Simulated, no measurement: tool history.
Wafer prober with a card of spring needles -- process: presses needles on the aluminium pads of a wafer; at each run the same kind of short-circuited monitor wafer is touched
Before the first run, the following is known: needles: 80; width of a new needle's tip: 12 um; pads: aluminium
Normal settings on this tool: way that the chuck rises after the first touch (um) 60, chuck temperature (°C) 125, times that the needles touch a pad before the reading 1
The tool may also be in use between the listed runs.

| run | day | way that the chuck rises after the first touch (um) | chuck temperature (°C) | times that the needles touch a pad before the reading | resistance of one needle with its contact and lead (mohm) | way that a needle slides on the pad (um) |
|---|---|---|---|---|---|---|
| 1 | 0.000 | 60 | 125 | 1 | 343 | 8.43 |
|  | 0.046 | tips cleaned on abrasive film |
|  | 0.267 | tips cleaned on abrasive film |
|  | 0.446 | tips cleaned on abrasive film |
|  | 0.662 | tips cleaned on abrasive film |
|  | 0.883 | tips cleaned on abrasive film |
|  | 1.104 | tips cleaned on abrasive film |
|  | 1.283 | tips cleaned on abrasive film |
|  | 1.500 | tips cleaned on abrasive film |
|  | 1.721 | tips cleaned on abrasive film |
|  | 1.900 | tips cleaned on abrasive film |
|  | 2.117 | tips cleaned on abrasive film |
|  | 2.338 | tips cleaned on abrasive film |
|  | 2.517 | tips cleaned on abrasive film |
|  | 2.733 | tips cleaned on abrasive film |
| 2 | 2.796 | 60 | 125 | 3 | 313 | 8.37 |
|  | 2.933 | tips cleaned on abrasive film |
|  | 3.108 | tips cleaned on abrasive film |
|  | 3.329 | tips cleaned on abrasive film |
|  | 3.504 | tips cleaned on abrasive film |
|  | 3.725 | tips cleaned on abrasive film |
|  | 3.946 | tips cleaned on abrasive film |
|  | 4.121 | tips cleaned on abrasive film |
|  | 4.342 | tips cleaned on abrasive film |
|  | 4.562 | tips cleaned on abrasive film |
|  | 4.738 | tips cleaned on abrasive film |
|  | 4.958 | tips cleaned on abrasive film |
|  | 5.179 | tips cleaned on abrasive film |
|  | 5.358 | tips cleaned on abrasive film |
| 3 | 5.371 | 60 | 125 | 3 | 311 | 8.29 |
|  | 5.471 | height of the first contact set anew |
|  | 5.558 | tips cleaned on abrasive film |
|  | 5.779 | tips cleaned on abrasive film |
|  | 6.000 | tips cleaned on abrasive film |
|  | 6.221 | tips cleaned on abrasive film |
|  | 6.396 | tips cleaned on abrasive film |
|  | 6.617 | tips cleaned on abrasive film |
|  | 6.796 | tips cleaned on abrasive film |
| 4 | 6.808 | 60 | 125 | 1 | 312 | 8.77 |
|  | 6.983 | tips cleaned on abrasive film |
|  | 7.204 | tips cleaned on abrasive film |
|  | 7.425 | tips cleaned on abrasive film |
|  | 7.642 | tips cleaned on abrasive film |
|  | 7.862 | tips cleaned on abrasive film |
|  | 8.083 | tips cleaned on abrasive film |
|  | 8.304 | tips cleaned on abrasive film |
|  | 8.479 | tips cleaned on abrasive film |
|  | 8.700 | tips cleaned on abrasive film |
|  | 8.879 | tips cleaned on abrasive film |
|  | 8.925 | tips cleaned on abrasive film, once more |
|  | 9.100 | tips cleaned on abrasive film |
|  | 9.279 | tips cleaned on abrasive film |
| 5 | 9.400 | 60 | 125 | 1 | 342 | 8.83 |
|  | 9.492 | tips cleaned on abrasive film |
|  | 9.712 | tips cleaned on abrasive film |
|  | 9.933 | tips cleaned on abrasive film |
|  | 10.150 | tips cleaned on abrasive film |
|  | 10.329 | tips cleaned on abrasive film |
|  | 10.550 | tips cleaned on abrasive film |
| 6 | 10.612 | 60 | 125 | 1 | 325 | 8.50 |
|  | 10.746 | tips cleaned on abrasive film |
|  | 10.925 | tips cleaned on abrasive film |
|  | 11.146 | tips cleaned on abrasive film |
|  | 11.321 | tips cleaned on abrasive film |
|  | 11.542 | tips cleaned on abrasive film |
|  | 11.762 | tips cleaned on abrasive film |
|  | 11.983 | tips cleaned on abrasive film |
|  | 12.200 | tips cleaned on abrasive film |
| 7 | 12.258 | 60 | 125 | 1 | 334 | 8.54 |
|  | 12.392 | tips cleaned on abrasive film |
|  | 12.612 | tips cleaned on abrasive film |
|  | 12.829 | tips cleaned on abrasive film |
|  | 13.050 | tips cleaned on abrasive film |
|  | 13.271 | tips cleaned on abrasive film |
|  | 13.492 | tips cleaned on abrasive film |
|  | 13.712 | tips cleaned on abrasive film |
|  | 13.888 | tips cleaned on abrasive film |
|  | 14.108 | tips cleaned on abrasive film |
|  | 14.283 | tips cleaned on abrasive film |
| 8 | 14.292 | 60 | 125 | 1 | 314 | 8.42 |
|  | 14.467 | tips cleaned on abrasive film |
|  | 14.642 | tips cleaned on abrasive film |
|  | 14.862 | tips cleaned on abrasive film |
|  | 15.042 | tips cleaned on abrasive film |
|  | 15.262 | tips cleaned on abrasive film |
|  | 15.479 | tips cleaned on abrasive film |
| 9 | 15.633 | 75 | 125 | 1 | 332 | 10.42 |
|  | 15.683 | tips cleaned on abrasive film |
|  | 15.858 | tips cleaned on abrasive film |
|  | 16.038 | tips cleaned on abrasive film |
|  | 16.254 | tips cleaned on abrasive film |
|  | 16.475 | tips cleaned on abrasive film |
|  | 16.696 | tips cleaned on abrasive film |
|  | 16.917 | tips cleaned on abrasive film |
|  | 17.138 | tips cleaned on abrasive film |
|  | 17.312 | tips cleaned on abrasive film |
|  | 17.412 | height of the first contact set anew |
|  | 17.504 | tips cleaned on abrasive film |
|  | 17.721 | tips cleaned on abrasive film |
|  | 17.942 | tips cleaned on abrasive film |
|  | 18.162 | tips cleaned on abrasive film |
|  | 18.383 | tips cleaned on abrasive film |
| 10 | 18.412 | 75 | 125 | 1 | 306 | 11.09 |
|  | 18.588 | tips cleaned on abrasive film |
|  | 18.808 | tips cleaned on abrasive film |
|  | 19.029 | tips cleaned on abrasive film |
|  | 19.204 | tips cleaned on abrasive film |
|  | 19.383 | tips cleaned on abrasive film |
|  | 19.600 | tips cleaned on abrasive film |
|  | 19.821 | tips cleaned on abrasive film |
|  | 20.000 | tips cleaned on abrasive film |
|  | 20.217 | tips cleaned on abrasive film |
| 11 | 20.238 | 42 | 31 | 3 | 294 | 6.18 |
|  | 20.412 | tips cleaned on abrasive film |
|  | 20.592 | tips cleaned on abrasive film |
|  | 20.767 | tips cleaned on abrasive film |
|  | 20.988 | tips cleaned on abrasive film |
|  | 21.208 | tips cleaned on abrasive film |
|  | 21.429 | tips cleaned on abrasive film |
|  | 21.646 | tips cleaned on abrasive film |
|  | 21.867 | tips cleaned on abrasive film |
|  | 22.088 | tips cleaned on abrasive film |
|  | 22.308 | tips cleaned on abrasive film |
|  | 22.529 | tips cleaned on abrasive film |
| 12 | 22.562 | 42 | 31 | 3 | 307 | 5.93 |
|  | 22.738 | tips cleaned on abrasive film |
|  | 22.958 | tips cleaned on abrasive film |
|  | 23.179 | tips cleaned on abrasive film |
|  | 23.400 | tips cleaned on abrasive film |
|  | 23.575 | tips cleaned on abrasive film |
|  | 23.754 | tips cleaned on abrasive film |
|  | 23.971 | tips cleaned on abrasive film |
|  | 24.192 | tips cleaned on abrasive film |
|  | 24.412 | tips cleaned on abrasive film |
|  | 24.633 | tips cleaned on abrasive film |
|  | 24.825 | tips cleaned on abrasive film |
| 13 | 24.825 | 42 | 31 | 3 | 295 | 5.86 |

Some steps in resistance of one needle with its contact and lead (mohm), run to run, broken into two amounts with sign: the step expected even without the hidden condition (settings, incoming material, random variation), and the rest, left for the hidden condition together with whatever gauge scatter is not in both the measured and the hidden-condition-free result:
The tool's hidden condition here consists of: debris on the tips, nm; way that the needles fall short of the set height, um; tips' diameter, um; drift of the gauge itself on contact_mohm, %; drift of the gauge itself on scrub_um, %.
Run 1 -> 2: times that the needles touch a pad before the reading 1 -> 3, tips cleaned on abrasive film, tips cleaned on abrasive film, tips cleaned on abrasive film, tips cleaned on abrasive film, tips cleaned on abrasive film, tips cleaned on abrasive film, tips cleaned on abrasive film, tips cleaned on abrasive film, tips cleaned on abrasive film, tips cleaned on abrasive film, tips cleaned on abrasive film, tips cleaned on abrasive film, tips cleaned on abrasive film, tips cleaned on abrasive film. resistance of one needle with its contact and lead (mohm) -30: hidden state -33, all else +3.
Run 4 -> 5: tips cleaned on abrasive film, tips cleaned on abrasive film, tips cleaned on abrasive film, tips cleaned on abrasive film, tips cleaned on abrasive film, tips cleaned on abrasive film, tips cleaned on abrasive film, tips cleaned on abrasive film, tips cleaned on abrasive film, tips cleaned on abrasive film, tips cleaned on abrasive film, once more, tips cleaned on abrasive film, tips cleaned on abrasive film. resistance of one needle with its contact and lead (mohm) +30: hidden state +34, all else -4.
